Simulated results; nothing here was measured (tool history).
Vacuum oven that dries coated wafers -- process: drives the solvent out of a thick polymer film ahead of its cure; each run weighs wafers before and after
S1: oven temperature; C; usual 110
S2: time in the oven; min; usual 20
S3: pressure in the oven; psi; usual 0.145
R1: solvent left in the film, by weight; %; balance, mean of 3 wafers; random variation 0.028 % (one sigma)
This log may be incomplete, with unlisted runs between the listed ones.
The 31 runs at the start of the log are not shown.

run,hour,S1,S2,S3,R1
32,2463.1,110,14,0.145,4.87
33,2509.6,110,14,0.145,4.92
34,2617.3,110,14,0.145,4.95
35,2695,100,13,0.131,8.97
36,2775.5,100,13,0.131,8.93
37,2864.1,96,16,0.348,9.59
38,2920.2,123,11,0.273,2.81
39,2999.1,113,18,0.273,2.92
40,3106.8,114,25,0.145,1.27
41,3158.5,114,11,0.11,5.27
42,3211.5,102,16,0.094,6.84
# hour 3221.9: oven's thermocouples calibrated
43,3283.5,120,21,0.329,1.12
44,3381.4,104,24,0.145,3.37
45,3469.8,108,18,0.223,4.01
46,3540.2,100,18,0.223,6.79

Consider 3 possible next runs. They are alternatives, not a sequence: every one starts from the tool as it was left by run 46. What does each give?
# hour 3611.9: vacuum gauge cleaned of residue and calibrated
A,3611.9,123,18,0.074,?
# hour 3611.9: vacuum gauge cleaned of residue and calibrated
B,3611.9,100,15,0.255,?
# hour 3611.9: vacuum gauge cleaned of residue and calibrated
C,3611.9,110,21,0.077,?

run,R1
A,0.72
B,7.9
C,2.31
What these runs would have given with no unlogged condition in the tool:
run,R1
A,0.69
B,7.79
C,2.24
